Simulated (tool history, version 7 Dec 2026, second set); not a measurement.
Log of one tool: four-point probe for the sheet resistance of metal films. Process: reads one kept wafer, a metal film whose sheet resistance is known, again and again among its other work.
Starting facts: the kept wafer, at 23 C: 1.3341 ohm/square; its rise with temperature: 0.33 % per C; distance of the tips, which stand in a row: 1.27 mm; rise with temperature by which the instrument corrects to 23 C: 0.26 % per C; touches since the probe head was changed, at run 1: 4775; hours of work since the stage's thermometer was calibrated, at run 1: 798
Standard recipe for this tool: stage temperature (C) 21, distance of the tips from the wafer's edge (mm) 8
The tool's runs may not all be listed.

run    day  stage temperature (C)  distance of the tips from the wafer's edge (mm)  touches since the probe head was changed  hours of work since the stage's thermometer was calibrated  sheet resistance as the instrument gives it (ohm/square)
  1  0.000                     21                                                8                                      4775                                                         798                                                  1.347653
  2  0.308                     31                                                8                                      4998                                                         802                                                  1.356868
  3  0.662                     26                                                8                                      5257                                                         806                                                  1.351656
  4  1.150                     26                                                8                                      5610                                                         813                                                  1.351847
  5  1.562                     26                                                8                                      5911                                                         818                                                  1.352159
     1.629  -- stage's thermometer calibrated
  6  2.012                     21                                                8                                      6224                                                           5                                                  1.346584
  7  2.483                     21                                                8                                      6567                                                          11                                                  1.346716

For run 8, what comes out?
  8  3.054                     30                                               15                                      6984                                                          18                                                         ?

sheet resistance as the instrument gives it (ohm/square): 1.342803
Were there no unlogged condition in the tool, this run, its random variation unchanged, would have produced sheet resistance as the instrument gives it (ohm/square) 1.346026.
